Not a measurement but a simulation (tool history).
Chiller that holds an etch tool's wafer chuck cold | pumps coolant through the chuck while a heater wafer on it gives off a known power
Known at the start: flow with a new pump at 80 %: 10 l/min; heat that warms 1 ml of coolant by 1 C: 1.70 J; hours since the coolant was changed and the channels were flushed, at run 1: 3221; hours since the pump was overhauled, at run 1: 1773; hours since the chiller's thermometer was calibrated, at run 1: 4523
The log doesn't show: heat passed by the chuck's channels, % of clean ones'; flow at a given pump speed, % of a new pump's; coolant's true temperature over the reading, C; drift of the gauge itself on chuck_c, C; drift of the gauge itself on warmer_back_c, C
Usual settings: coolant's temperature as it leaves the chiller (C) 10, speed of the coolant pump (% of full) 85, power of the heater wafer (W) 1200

run,hour,coolant's temperature as it leaves the chiller (C),speed of the coolant pump (% of full),power of the heater wafer (W),hours since the coolant was changed and the channels were flushed,hours since the pump was overhauled,hours since the chiller's thermometer was calibrated,chuck's temperature once it has settled (C),how much warmer the coolant comes back (C)
1,0,10,85,1200,3221,1773,4523,19.5,4.04
2,53.3,10,76,1200,3275,1826,4576,20.5,4.49
3,96.6,10,93,1200,3318,1870,4620,18.9,3.69
4,147.7,10,93,1200,3369,1921,4671,18.9,3.7
5,173.6,10,85,1200,3395,1947,4697,19.5,4.1
6,221.3,10,85,1200,3443,1994,4744,19.7,4.05
7,249.1,10,85,1200,3471,2022,4772,19.6,4.12
8,292,10,85,1200,3513,2065,4815,19.4,4.11
9,348.4,10,85,1200,3570,2122,4871,19.6,4.12
10,394.4,10,85,1200,3616,2168,4917,19.6,4.06
11,445.6,10,85,1200,3667,2219,4969,19.5,4.09
12,488.6,10,85,1200,3710,2262,5012,19.5,4.16
13,541.4,10,85,1200,3763,2315,5064,19.3,4.15
14,582.8,19,85,1200,3804,2356,5106,28.5,4.1
15,612.5,19,85,1200,3834,2386,5136,28.4,4.16
# hour 627.4: gauge calibrated
16,663.6,19,85,1200,3885,2437,5187,28.5,4.02
17,687.5,19,88,1556,3909,2461,5211,30.9,5.01
18,731,0,100,623,3952,2504,5254,4.3,1.84
19,758.2,0,100,623,3980,2531,5281,4.4,1.82
20,811.1,0,74,623,4032,2584,5334,5.7,2.42
21,864.8,16,81,773,4086,2638,5388,22.4,2.73
22,904,17,85,965,4125,2677,5427,24.6,3.29
23,956,10,91,1253,4177,2729,5479,19.3,4.02
# hour 959.6: chiller's thermometer calibrated
24,987.6,5,66,894,4208,2760,28,13.8,3.9
25,1019.7,5,69,799,4240,2792,60,12.7,3.35
26,1071.2,5,69,799,4292,2843,112,12.4,3.39
27,1107.6,0,69,763,4328,2880,148,7.2,3.2
28,1148,10,85,1200,4368,2920,188,19.5,4.16
29,1194.7,10,85,1200,4415,2967,235,19.5,4.14
30,1226.1,10,85,1200,4446,2998,267,19.5,4.16
31,1253.8,10,85,1200,4474,3026,294,19.5,4.13

Some steps in how much warmer the coolant comes back (C) between neighbouring runs. How much of each would the tool show without its hidden state too (settings, what came in, random variation), and how much is left for the hidden state, with any gauge scatter that isn't in both results?
Run 2 -> 3: speed of the coolant pump (% of full) 76 -> 93. how much warmer the coolant comes back (C) -0.8: hidden state +0.02, all else -0.82.
Run 8 -> 9: no setting changed, nothing entered. how much warmer the coolant comes back (C) +0.01: hidden state +0.02, all else -0.01.
Run 15 -> 16: gauge calibrated. how much warmer the coolant comes back (C) -0.14: hidden state -0.16, all else +0.02.
Run 16 -> 17: speed of the coolant pump (% of full) 85 -> 88, power of the heater wafer (W) 1200 -> 1556. how much warmer the coolant comes back (C) +0.99: hidden state +0.01, all else +0.98.
Run 17 -> 18: coolant's temperature as it leaves the chiller (C) 19 -> 0, speed of the coolant pump (% of full) 88 -> 100, power of the heater wafer (W) 1556 -> 623. how much warmer the coolant comes back (C) -3.17: hidden state +0.01, all else -3.18.
Run 27 -> 28: coolant's temperature as it leaves the chiller (C) 0 -> 10, speed of the coolant pump (% of full) 69 -> 85, power of the heater wafer (W) 763 -> 1200. how much warmer the coolant comes back (C) +0.96: hidden state +0.01, all else +0.95.
